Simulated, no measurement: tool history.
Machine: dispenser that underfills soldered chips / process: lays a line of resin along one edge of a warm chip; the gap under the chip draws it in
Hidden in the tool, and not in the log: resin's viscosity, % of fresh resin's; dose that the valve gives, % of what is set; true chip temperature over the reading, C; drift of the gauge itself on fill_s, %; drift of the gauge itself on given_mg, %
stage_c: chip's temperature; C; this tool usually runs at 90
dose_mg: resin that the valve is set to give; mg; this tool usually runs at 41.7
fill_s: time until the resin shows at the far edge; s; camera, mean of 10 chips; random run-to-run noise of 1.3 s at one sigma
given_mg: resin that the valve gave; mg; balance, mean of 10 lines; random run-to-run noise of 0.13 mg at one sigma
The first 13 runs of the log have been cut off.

run,hour,stage_c,dose_mg,hours of work since the syringe was changed,hours of work since the valve was cleaned,hours of work since the stage was calibrated,fill_s,given_mg
# hour 168: new syringe of resin
14,168.5,90,41.7,0,34,266,112.6,40.79
15,184.4,90,41.7,10,43,276,156.1,40.98
# hour 187.5: new syringe of resin
# hour 192.8: dispensing valve cleaned and set on the balance
16,195.9,90,41.7,5,2,283,130.9,41.55
# hour 207: new syringe of resin
17,213.2,90,41.7,4,13,293,127.9,41.17
18,223.8,90,41.7,10,19,300,160.2,40.8
# hour 226.2: new syringe of resin
# hour 231: stage's temperature calibrated
19,236.8,103,49.2,6,26,4,78.8,48.26
# hour 245.7: new syringe of resin
20,247.6,93,46.1,1,33,10,108.4,45.1
21,258.9,76,50.8,8,40,17,326.5,49.13
# hour 264.2: new syringe of resin
22,267.2,76,45.4,2,45,22,261.7,43.84
# hour 272.8: dispensing valve cleaned and set on the balance
23,281,92,39.7,10,5,30,151.8,39.78
# hour 283.6: new syringe of resin
24,289,92,39.7,3,10,35,124.4,39.38
# hour 302.8: new syringe of resin
25,302.8,86,45.7,0,18,43,144.5,45.38
26,318.9,92,41.1,10,28,54,150.8,40.65
# hour 322: new syringe of resin
27,328.9,88,40.7,4,34,60,156.2,40.03
28,339.2,102,36.8,11,41,66,100.7,35.9
# hour 340.6: new syringe of resin
29,348.1,104,52.5,5,46,71,71.6,51.33
# hour 351.5: dispensing valve cleaned and set on the balance
# hour 360.5: new syringe of resin
30,362.6,90,38,1,7,80,126.1,37.85
31,370.9,76,35.8,6,12,85,307.8,35.4
# hour 379.2: new syringe of resin
32,387.2,76,35.8,5,22,95,296.3,35.39
# hour 397.7: new syringe of resin
33,404,76,35.8,4,32,105,289.6,34.94
# hour 417.3: new syringe of resin
34,421.5,96,41.7,3,43,116,95.4,40.72

Predict each of these 3 candidate next runs independently; none follows another, all start after run 34:
# hour 430.6: dispensing valve cleaned and set on the balance
A,434.2,95,48.8,10,2,123,?,?
# hour 430.6: dispensing valve cleaned and set on the balance
B,434.2,86,54,10,2,123,?,?
# hour 430.6: dispensing valve cleaned and set on the balance
C,434.2,96,51.2,10,2,123,?,?

run,fill_s,given_mg
A,126.6,48.68
B,192.2,53.81
C,120,51.15
Without the tool's unlogged condition, the same runs would have read:
run,fill_s,given_mg
A,94.4,48.88
B,143.6,54.03
C,89.5,51.36
